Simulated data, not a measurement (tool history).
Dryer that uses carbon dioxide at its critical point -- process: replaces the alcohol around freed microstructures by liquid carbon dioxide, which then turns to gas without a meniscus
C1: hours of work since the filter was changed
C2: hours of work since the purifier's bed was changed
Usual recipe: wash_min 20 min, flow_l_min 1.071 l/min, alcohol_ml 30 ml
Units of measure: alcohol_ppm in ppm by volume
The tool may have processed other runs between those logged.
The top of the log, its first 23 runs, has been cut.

run 24 hour=328.3 | wash_min=18 flow_l_min=1.28 alcohol_ml=43 | C1=295 C2=595 | alcohol_ppm=244
run 25 hour=337.8 | wash_min=28 flow_l_min=0.87 alcohol_ml=56 | C1=301 C2=602 | alcohol_ppm=255
run 26 hour=356.9 | wash_min=19 flow_l_min=1.071 alcohol_ml=30 | C1=314 C2=615 | alcohol_ppm=278
run 27 hour=372.9 | wash_min=20 flow_l_min=1.19 alcohol_ml=97 | C1=325 C2=626 | alcohol_ppm=357
run 28 hour=381.6 | wash_min=25 flow_l_min=1.38 alcohol_ml=30 | C1=331 C2=632 | alcohol_ppm=156
run 29 hour=395.5 | wash_min=25 flow_l_min=1.38 alcohol_ml=30 | C1=340 C2=641 | alcohol_ppm=166
run 30 hour=407.6 | wash_min=20 flow_l_min=0.75 alcohol_ml=106 | C1=348 C2=649 | alcohol_ppm=1535
run 31 hour=428.9 | wash_min=15 flow_l_min=1.2 alcohol_ml=36 | C1=363 C2=664 | alcohol_ppm=403
run 32 hour=442 | wash_min=21 flow_l_min=1.57 alcohol_ml=64 | C1=372 C2=673 | alcohol_ppm=188
run 33 hour=462.2 | wash_min=15 flow_l_min=1.071 alcohol_ml=30 | C1=385 C2=686 | alcohol_ppm=472
run 34 hour=480.1 | wash_min=15 flow_l_min=1.071 alcohol_ml=30 | C1=398 C2=698 | alcohol_ppm=496
run 35 hour=497.5 | wash_min=20 flow_l_min=1.11 alcohol_ml=59 | C1=409 C2=710 | alcohol_ppm=364
-- hour=503.2 purifier's bed changed
run 36 hour=512.5 | wash_min=20 flow_l_min=1.11 alcohol_ml=59 | C1=417 C2=6 | alcohol_ppm=192
run 37 hour=528.5 | wash_min=17 flow_l_min=1.04 alcohol_ml=23 | C1=428 C2=17 | alcohol_ppm=200
run 38 hour=541.1 | wash_min=17 flow_l_min=1.04 alcohol_ml=23 | C1=437 C2=26 | alcohol_ppm=197

Below are 3 alternative next runs, each starting from the tool's condition after run 38. Predict each:
run A hour=557.3 | wash_min=20 flow_l_min=1.04 alcohol_ml=30 | C1=448 C2=37 | alcohol_ppm=?
run B hour=557.3 | wash_min=23 flow_l_min=1.04 alcohol_ml=100 | C1=448 C2=37 | alcohol_ppm=?
run C hour=557.3 | wash_min=13 flow_l_min=0.83 alcohol_ml=25 | C1=448 C2=37 | alcohol_ppm=?

run=A alcohol_ppm=149
run=B alcohol_ppm=260
run=C alcohol_ppm=795
Take away the tool's hidden state, keep each run's random variation, and the runs would have read:
run=A alcohol_ppm=80
run=B alcohol_ppm=125
run=C alcohol_ppm=572
